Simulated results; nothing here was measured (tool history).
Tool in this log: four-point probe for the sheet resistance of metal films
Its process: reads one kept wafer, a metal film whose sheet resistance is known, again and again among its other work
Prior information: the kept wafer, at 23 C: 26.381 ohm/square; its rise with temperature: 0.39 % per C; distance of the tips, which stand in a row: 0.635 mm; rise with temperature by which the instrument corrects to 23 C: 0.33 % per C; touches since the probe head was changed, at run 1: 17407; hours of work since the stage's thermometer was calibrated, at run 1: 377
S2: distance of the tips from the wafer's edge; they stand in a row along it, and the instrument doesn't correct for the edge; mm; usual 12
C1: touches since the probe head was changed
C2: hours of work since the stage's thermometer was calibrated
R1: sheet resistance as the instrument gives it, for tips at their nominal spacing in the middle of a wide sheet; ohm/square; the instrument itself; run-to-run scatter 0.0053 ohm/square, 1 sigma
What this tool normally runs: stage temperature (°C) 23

run 1 day=0 | stage_temperature_(°C)=23 S2=12 | C1=17407 C2=377 | R1=26.441462
run 2 day=0.771 | stage_temperature_(°C)=23 S2=12 | C1=17979 C2=390 | R1=26.441713
run 3 day=1.517 | stage_temperature_(°C)=23 S2=12 | C1=18531 C2=403 | R1=26.442507
run 4 day=2.408 | stage_temperature_(°C)=23 S2=12 | C1=19192 C2=418 | R1=26.439322
run 5 day=3.596 | stage_temperature_(°C)=23 S2=12 | C1=20069 C2=438 | R1=26.439636
run 6 day=4.8 | stage_temperature_(°C)=23 S2=12 | C1=20961 C2=459 | R1=26.44662
run 7 day=5.817 | stage_temperature_(°C)=23 S2=12 | C1=21714 C2=476 | R1=26.434655
run 8 day=6.458 | stage_temperature_(°C)=23 S2=52 | C1=22190 C2=487 | R1=26.401983
run 9 day=7.583 | stage_temperature_(°C)=23 S2=52 | C1=23021 C2=507 | R1=26.393023
run 10 day=8.421 | stage_temperature_(°C)=23 S2=23 | C1=23643 C2=521 | R1=26.400668
run 11 day=9.2 | stage_temperature_(°C)=23 S2=23 | C1=24220 C2=534 | R1=26.409732
run 12 day=9.8 | stage_temperature_(°C)=23 S2=23 | C1=24664 C2=545 | R1=26.417751
run 13 day=10.529 | stage_temperature_(°C)=23 S2=23 | C1=25202 C2=557 | R1=26.403824
-- day=10.638 stage's thermometer calibrated
run 14 day=11.112 | stage_temperature_(°C)=23 S2=12 | C1=25620 C2=8 | R1=26.423379
run 15 day=11.938 | stage_temperature_(°C)=23 S2=12 | C1=26231 C2=22 | R1=26.432214
run 16 day=12.692 | stage_temperature_(°C)=26 S2=12 | C1=26791 C2=35 | R1=26.474508
-- day=13.704 stage's thermometer calibrated, once more
run 17 day=13.904 | stage_temperature_(°C)=23 S2=32 | C1=27672 C2=3 | R1=26.393566
run 18 day=14.558 | stage_temperature_(°C)=23 S2=19 | C1=28158 C2=15 | R1=26.404742
run 19 day=15.729 | stage_temperature_(°C)=23 S2=19 | C1=29022 C2=35 | R1=26.400406
run 20 day=16.342 | stage_temperature_(°C)=25 S2=12 | C1=29476 C2=45 | R1=26.457587
run 21 day=17.167 | stage_temperature_(°C)=19 S2=12 | C1=30089 C2=59 | R1=26.351607
run 22 day=18.3 | stage_temperature_(°C)=19 S2=12 | C1=30927 C2=79 | R1=26.350185
run 23 day=19.092 | stage_temperature_(°C)=19 S2=12 | C1=31513 C2=92 | R1=26.357704
run 24 day=20.308 | stage_temperature_(°C)=19 S2=12 | C1=32416 C2=113 | R1=26.350399
run 25 day=21.008 | stage_temperature_(°C)=19 S2=20 | C1=32933 C2=125 | R1=26.321752
run 26 day=22.058 | stage_temperature_(°C)=19 S2=20 | C1=33709 C2=143 | R1=26.322338
run 27 day=22.929 | stage_temperature_(°C)=33 S2=12 | C1=34357 C2=158 | R1=26.585067
run 28 day=23.9 | stage_temperature_(°C)=34 S2=56 | C1=35076 C2=175 | R1=26.560781
run 29 day=24.625 | stage_temperature_(°C)=29 S2=31 | C1=35613 C2=187 | R1=26.483712
run 30 day=25.738 | stage_temperature_(°C)=31 S2=12 | C1=36435 C2=206 | R1=26.543483
run 31 day=26.5 | stage_temperature_(°C)=31 S2=12 | C1=36999 C2=219 | R1=26.530875
run 32 day=27.083 | stage_temperature_(°C)=32 S2=9 | C1=37432 C2=229 | R1=26.588587
run 33 day=28.025 | stage_temperature_(°C)=26 S2=11 | C1=38128 C2=245 | R1=26.463899
run 34 day=28.604 | stage_temperature_(°C)=26 S2=11 | C1=38557 C2=255 | R1=26.472635
run 35 day=29.6 | stage_temperature_(°C)=26 S2=37 | C1=39294 C2=272 | R1=26.42976
run 36 day=30.412 | stage_temperature_(°C)=23 S2=75 | C1=39898 C2=286 | R1=26.368049
run 37 day=31.504 | stage_temperature_(°C)=30 S2=12 | C1=40706 C2=305 | R1=26.520132
run 38 day=32.583 | stage_temperature_(°C)=28 S2=12 | C1=41506 C2=323 | R1=26.487659
run 39 day=33.358 | stage_temperature_(°C)=22 S2=17 | C1=42078 C2=337 | R1=26.371748
run 40 day=34.188 | stage_temperature_(°C)=22 S2=17 | C1=42693 C2=351 | R1=26.364408
run 41 day=35.221 | stage_temperature_(°C)=22 S2=8 | C1=43459 C2=369 | R1=26.424293
run 42 day=35.846 | stage_temperature_(°C)=22 S2=8 | C1=43921 C2=379 | R1=26.439314
run 43 day=36.854 | stage_temperature_(°C)=22 S2=8 | C1=44669 C2=397 | R1=26.430949
run 44 day=37.846 | stage_temperature_(°C)=33 S2=18 | C1=45403 C2=414 | R1=26.544235
run 45 day=38.975 | stage_temperature_(°C)=23 S2=5 | C1=46238 C2=433 | R1=26.581772

Below are 3 alternative next runs, each starting from the tool's condition after run 45. Predict each:
run A day=39.925 | stage_temperature_(°C)=18 S2=12 | C1=46941 C2=449 | R1=?
run B day=39.925 | stage_temperature_(°C)=21 S2=8 | C1=46941 C2=449 | R1=?
run C day=39.925 | stage_temperature_(°C)=20 S2=15 | C1=46941 C2=449 | R1=?

run=A R1=26.322093
run=B R1=26.413877
run=C R1=26.332841
The same runs, with their run-to-run variation unchanged, on a tool lacking any hidden condition would have given:
run=A R1=26.344743
run=B R1=26.43671
run=C R1=26.355575

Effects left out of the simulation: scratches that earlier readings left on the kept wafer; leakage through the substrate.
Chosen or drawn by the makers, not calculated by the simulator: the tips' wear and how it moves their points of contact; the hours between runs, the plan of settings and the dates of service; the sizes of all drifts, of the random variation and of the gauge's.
